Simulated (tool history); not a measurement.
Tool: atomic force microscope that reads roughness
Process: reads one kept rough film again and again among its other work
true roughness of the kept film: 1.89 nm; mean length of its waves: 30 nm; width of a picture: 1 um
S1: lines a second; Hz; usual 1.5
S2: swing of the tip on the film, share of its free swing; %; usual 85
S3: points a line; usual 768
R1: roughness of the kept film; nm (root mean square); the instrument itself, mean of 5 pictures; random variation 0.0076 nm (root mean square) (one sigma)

| run | hour | S1 | S2 | S3 | R1 |
|---|---|---|---|---|---|
| 1 | 0 | 1.5 | 85 | 768 | 1.462 |
| 2 | 11 | 1.5 | 62 | 768 | 1.538 |
| 3 | 20.2 | 1.5 | 62 | 768 | 1.499 |
| 4 | 28 | 1.5 | 62 | 768 | 1.473 |
|  | 31.2 | new tip fitted |
| 5 | 39.1 | 1.5 | 85 | 367 | 1.571 |
| 6 | 48.6 | 1.5 | 85 | 301 | 1.528 |
| 7 | 57.1 | 1.5 | 85 | 301 | 1.519 |
| 8 | 63.5 | 1.5 | 85 | 362 | 1.495 |
| 9 | 72.3 | 1.5 | 85 | 362 | 1.478 |
| 10 | 84.7 | 1.5 | 85 | 362 | 1.449 |
| 11 | 90.7 | 1.5 | 85 | 768 | 1.426 |
| 12 | 96.8 | 1.5 | 85 | 768 | 1.424 |
| 13 | 107.6 | 1.5 | 85 | 906 | 1.383 |
|  | 110.5 | new tip fitted |
| 14 | 116.1 | 1.5 | 80 | 768 | 1.626 |
| 15 | 122.4 | 1.5 | 80 | 768 | 1.604 |
| 16 | 128.2 | 1.5 | 80 | 768 | 1.578 |
| 17 | 135.2 | 1.5 | 80 | 768 | 1.543 |
| 18 | 145.3 | 1.5 | 80 | 768 | 1.528 |
| 19 | 155.2 | 1.5 | 80 | 768 | 1.5 |
| 20 | 167 | 1.5 | 80 | 768 | 1.476 |
| 21 | 176.6 | 1.5 | 79 | 768 | 1.444 |
| 22 | 187.5 | 0.75 | 79 | 768 | 1.471 |
|  | 190 | new tip fitted |
| 23 | 197.2 | 0.75 | 79 | 768 | 1.686 |
| 24 | 204.8 | 0.75 | 79 | 768 | 1.646 |
|  | 206.5 | height scale calibrated on a step standard |
| 25 | 216.8 | 0.75 | 79 | 768 | 1.626 |
| 26 | 229.5 | 0.75 | 79 | 768 | 1.569 |
| 27 | 236.6 | 0.75 | 79 | 768 | 1.561 |
| 28 | 245.1 | 1.5 | 75 | 768 | 1.5 |
| 29 | 253.9 | 1.5 | 75 | 768 | 1.474 |
|  | 263.3 | height scale calibrated on a step standard, once more |
| 30 | 266.9 | 0.65 | 59 | 794 | 1.514 |
|  | 270.9 | new tip fitted |
| 31 | 272.5 | 0.65 | 59 | 794 | 1.738 |
| 32 | 280.2 | 0.65 | 59 | 794 | 1.733 |
| 33 | 287 | 1.12 | 85 | 768 | 1.58 |
| 34 | 298.4 | 1.5 | 80 | 264 | 1.53 |
| 35 | 310.8 | 3.17 | 66 | 368 | 1.51 |
| 36 | 318.1 | 2.78 | 85 | 768 | 1.34 |
| 37 | 326.5 | 2.78 | 85 | 768 | 1.326 |
| 38 | 335.6 | 2.14 | 85 | 854 | 1.358 |
| 39 | 343.4 | 2.14 | 85 | 854 | 1.339 |
|  | 349.7 | new tip fitted |
| 40 | 355.8 | 1.5 | 73 | 436 | 1.657 |
| 41 | 368.6 | 1.5 | 68 | 706 | 1.654 |
| 42 | 378.8 | 1.5 | 68 | 706 | 1.606 |
| 43 | 389 | 0.6 | 59 | 343 | 1.606 |
| 44 | 396.6 | 0.6 | 59 | 343 | 1.588 |
| 45 | 405 | 1.85 | 77 | 768 | 1.474 |
| 46 | 411.2 | 0.97 | 61 | 692 | 1.549 |
| 47 | 422 | 0.97 | 61 | 692 | 1.508 |
|  | 428.8 | new tip fitted |
| 48 | 432.9 | 1.5 | 85 | 497 | 1.597 |
| 49 | 445.2 | 1.5 | 85 | 497 | 1.553 |
| 50 | 456.3 | 1.5 | 85 | 497 | 1.506 |
| 51 | 463.9 | 1.33 | 65 | 391 | 1.598 |
| 52 | 476.3 | 0.89 | 83 | 659 | 1.522 |

Forecast each of these 5 alternatives for the next run:
| A | 485.9 | 0.89 | 73 | 577 | ? |
| B | 485.9 | 0.89 | 73 | 333 | ? |
| C | 485.9 | 1.5 | 85 | 348 | ? |
| D | 485.9 | 0.89 | 61 | 277 | ? |
| E | 485.9 | 1.5 | 85 | 416 | ? |

| run | R1 |
|---|---|
| A | 1.524 |
| B | 1.519 |
| C | 1.431 |
| D | 1.532 |
| E | 1.426 |
Without the tool's hidden state the same runs would have given:
| run | R1 |
|---|---|
| A | 1.713 |
| B | 1.708 |
| C | 1.608 |
| D | 1.722 |
| E | 1.603 |
